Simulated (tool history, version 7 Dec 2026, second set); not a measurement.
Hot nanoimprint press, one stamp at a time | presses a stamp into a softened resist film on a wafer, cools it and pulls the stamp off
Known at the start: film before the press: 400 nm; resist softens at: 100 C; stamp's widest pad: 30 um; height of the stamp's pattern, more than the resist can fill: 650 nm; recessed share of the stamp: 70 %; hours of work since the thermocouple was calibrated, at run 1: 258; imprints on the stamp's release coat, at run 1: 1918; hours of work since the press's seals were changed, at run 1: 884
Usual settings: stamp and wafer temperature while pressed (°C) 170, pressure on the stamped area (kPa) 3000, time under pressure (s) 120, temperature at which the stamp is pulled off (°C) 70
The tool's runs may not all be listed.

| run | hour | stamp and wafer temperature while pressed (°C) | pressure on the stamped area (kPa) | time under pressure (s) | temperature at which the stamp is pulled off (°C) | hours of work since the thermocouple was calibrated | imprints on the stamp's release coat | hours of work since the press's seals were changed | resist left under the stamp's widest pad (Å) | greatest force while the stamp is pulled off (N) |
|---|---|---|---|---|---|---|---|---|---|---|
| 1 | 0 | 170 | 3000 | 120 | 70 | 258 | 1918 | 884 | 1740 | 421 |
|  | 43.2 | stamp cleaned and given a new release coat |
| 2 | 59.8 | 170 | 3000 | 120 | 70 | 296 | 86 | 922 | 1736 | 219 |
|  | 90.7 | plate thermocouple calibrated |
| 3 | 95.8 | 170 | 3000 | 120 | 70 | 4 | 257 | 945 | 1700 | 228 |
| 4 | 146.9 | 170 | 3000 | 120 | 70 | 39 | 522 | 981 | 1687 | 246 |
| 5 | 185.4 | 170 | 3000 | 120 | 70 | 66 | 722 | 1007 | 1694 | 275 |
| 6 | 241.3 | 170 | 3000 | 120 | 70 | 105 | 1012 | 1046 | 1681 | 309 |
| 7 | 296.6 | 170 | 3000 | 120 | 70 | 144 | 1299 | 1085 | 1679 | 326 |
|  | 352.3 | press's hydraulic seals changed and the load cell set to zero |
| 8 | 364.8 | 170 | 3000 | 120 | 70 | 186 | 1611 | 9 | 1613 | 364 |

Run 9 comes next. What will it give?
| 9 | 398.2 | 170 | 3000 | 120 | 70 | 209 | 1784 | 32 | ? | ? |

{"run 9": {"resist left under the stamp's widest pad (Å)": 1612, "greatest force while the stamp is pulled off (N)": 388}}
Without the tool's hidden state the same run would have given resist left under the stamp's widest pad (Å) 1742, greatest force while the stamp is pulled off (N) 215.
